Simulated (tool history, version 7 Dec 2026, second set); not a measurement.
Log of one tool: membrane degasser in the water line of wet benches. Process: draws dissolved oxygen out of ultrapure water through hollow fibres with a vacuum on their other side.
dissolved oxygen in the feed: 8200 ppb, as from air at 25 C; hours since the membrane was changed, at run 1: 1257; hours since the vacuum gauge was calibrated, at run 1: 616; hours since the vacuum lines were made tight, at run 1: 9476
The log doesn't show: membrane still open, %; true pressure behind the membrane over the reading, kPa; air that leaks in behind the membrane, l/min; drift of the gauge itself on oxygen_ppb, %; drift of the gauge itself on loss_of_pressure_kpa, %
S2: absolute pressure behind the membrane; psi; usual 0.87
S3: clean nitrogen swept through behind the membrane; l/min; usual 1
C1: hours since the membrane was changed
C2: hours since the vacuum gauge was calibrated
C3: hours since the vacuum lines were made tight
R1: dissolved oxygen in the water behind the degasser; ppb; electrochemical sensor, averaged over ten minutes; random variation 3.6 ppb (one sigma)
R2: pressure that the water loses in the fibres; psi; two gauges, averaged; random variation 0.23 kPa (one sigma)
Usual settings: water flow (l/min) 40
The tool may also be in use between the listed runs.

Run 1, hour 0: usual settings; C1 1257; C2 616; C3 9476. Result: R1 369.7 ppb, R2 8.76 psi.
Run 2, hour 60.9: usual settings but water flow (l/min) 46; C1 1318; C2 677; C3 9537. Result: R1 468.5 ppb, R2 10.055 psi.
Run 3, hour 89.4: usual settings; C1 1346; C2 706; C3 9566. Result: R1 371.6 ppb, R2 8.799 psi.
Run 4, hour 148.8: usual settings; C1 1406; C2 765; C3 9625. Result: R1 370.1 ppb, R2 8.794 psi.
Run 5, hour 189.9: usual settings; C1 1447; C2 806; C3 9666. Result: R1 373.4 ppb, R2 8.782 psi.
Run 6, hour 244.4: usual settings; C1 1501; C2 861; C3 9721. Result: R1 379.1 ppb, R2 8.811 psi.
Run 7, hour 302.3: usual settings but S2 0.825 psi; C1 1559; C2 919; C3 9779. Result: R1 354.1 ppb, R2 8.794 psi.
Run 8, hour 352.6: usual settings but S2 0.825 psi; C1 1609; C2 969; C3 9829. Result: R1 350 ppb, R2 8.757 psi.
Run 9, hour 396.4: usual settings but water flow (l/min) 49, S2 0.825 psi; C1 1653; C2 1013; C3 9873. Result: R1 483.2 ppb, R2 10.712 psi.
Run 10, hour 427.1: usual settings but water flow (l/min) 49, S2 0.825 psi; C1 1684; C2 1043; C3 9903. Result: R1 494.2 ppb, R2 10.776 psi.
Run 11, hour 479.5: usual settings but water flow (l/min) 42, S2 0.825 psi; C1 1736; C2 1096; C3 9956. Result: R1 384.2 ppb, R2 9.226 psi.
Run 12, hour 506.3: usual settings but water flow (l/min) 42, S2 0.825 psi; C1 1763; C2 1123; C3 9983. Result: R1 381 ppb, R2 9.269 psi.
Run 13, hour 557.5: usual settings but water flow (l/min) 42, S2 0.825 psi; C1 1814; C2 1174; C3 10034. Result: R1 382.7 ppb, R2 9.246 psi.
Run 14, hour 586.2: usual settings but water flow (l/min) 42, S2 0.825 psi; C1 1843; C2 1203; C3 10063. Result: R1 377.6 ppb, R2 9.197 psi.
Run 15, hour 645.6: usual settings but water flow (l/min) 42, S2 0.825 psi; C1 1902; C2 1262; C3 10122. Result: R1 383.4 ppb, R2 9.219 psi.
Run 16, hour 688.7: usual settings but water flow (l/min) 50, S2 0.825 psi; C1 1945; C2 1305; C3 10165. Result: R1 523.5 ppb, R2 11.03 psi.
Run 17, hour 730.2: usual settings but water flow (l/min) 62; C1 1987; C2 1347; C3 10207. Result: R1 765 ppb, R2 13.638 psi.
Run 18, hour 766.5: usual settings but water flow (l/min) 54, S2 1.884 psi, S3 1.03 l/min; C1 2023; C2 1383; C3 10243. Result: R1 1165.4 ppb, R2 11.832 psi.
Run 19, hour 828: usual settings but water flow (l/min) 35, S2 2.139 psi, S3 1.03 l/min; C1 2085; C2 1444; C3 10304. Result: R1 850.1 ppb, R2 7.664 psi.
Run 20, hour 860.9: usual settings but water flow (l/min) 39, S2 0.631 psi, S3 1.03 l/min; C1 2118; C2 1477; C3 10337. Result: R1 237 ppb, R2 8.593 psi.
Run 21, hour 888.2: usual settings but S2 0.608 psi, S3 0.61 l/min; C1 2145; C2 1505; C3 10365. Result: R1 272.8 ppb, R2 8.81 psi.
Run 22, hour 932.8: usual settings but S2 0.608 psi, S3 0.61 l/min; C1 2190; C2 1549; C3 10409. Result: R1 276.1 ppb, R2 8.923 psi.
Run 23, hour 972.9: usual settings but S2 0.692 psi; C1 2230; C2 1589; C3 10449. Result: R1 287.7 ppb, R2 8.833 psi.
Run 24, hour 998.3: usual settings but water flow (l/min) 34; C1 2255; C2 1615; C3 10475. Result: R1 288.2 ppb, R2 7.501 psi.
Run 25, hour 1050: usual settings but water flow (l/min) 34; C1 2307; C2 1666; C3 10526. Result: R1 292.3 ppb, R2 7.575 psi.
Run 26, hour 1110.6: usual settings but water flow (l/min) 34; C1 2367; C2 1727; C3 10587. Result: R1 294.5 ppb, R2 7.523 psi.
Run 27, hour 1142.2: usual settings but water flow (l/min) 34; C1 2399; C2 1759; C3 10619. Result: R1 292.3 ppb, R2 7.533 psi.
Run 28, hour 1182.6: usual settings but water flow (l/min) 31, S3 2.23 l/min; C1 2439; C2 1799; C3 10659. Result: R1 160.8 ppb, R2 6.802 psi.
Run 29, hour 1211.4: usual settings but water flow (l/min) 31, S3 2.23 l/min; C1 2468; C2 1828; C3 10688. Result: R1 161.7 ppb, R2 6.854 psi.
Run 30, hour 1272.4: usual settings but water flow (l/min) 31, S2 1.327 psi, S3 2.83 l/min; C1 2529; C2 1889; C3 10749. Result: R1 222.4 ppb, R2 6.853 psi.
Run 31, hour 1310.9: usual settings but water flow (l/min) 31, S2 0.991 psi, S3 2.82 l/min; C1 2568; C2 1927; C3 10787. Result: R1 166.7 ppb, R2 6.868 psi.
Run 32, hour 1368.4: usual settings but S2 0.534 psi, S3 0.88 l/min; C1 2625; C2 1985; C3 10845. Result: R1 207.8 ppb, R2 8.768 psi.
Run 33, hour 1425.8: usual settings but water flow (l/min) 28, S2 1.798 psi, S3 1.42 l/min; C1 2683; C2 2042; C3 10902. Result: R1 450.8 ppb, R2 6.161 psi.

3 ways to go on from here, each from the tool as it stands after run 33. What would each give?
Run A, hour 1484.4: usual settings but water flow (l/min) 51, S2 1.798 psi, S3 1.42 l/min; C1 2741; C2 2101; C3 10961. Result: R1 ?, R2 ?.
Run B, hour 1484.4: usual settings but S2 0.933 psi; C1 2741; C2 2101; C3 10961. Result: R1 ?, R2 ?.
Run C, hour 1484.4: usual settings but water flow (l/min) 28, S2 0.557 psi, S3 0.93 l/min; C1 2741; C2 2101; C3 10961. Result: R1 ?, R2 ?.

run     R1      R2
  A  907.5  11.319
  B  403.7    8.83
  C   95.7   6.211
Without the tool's hidden state the same runs would have given:
run     R1      R2
  A  887.9  11.194
  B  387.8   8.733
  C   84.8   6.142
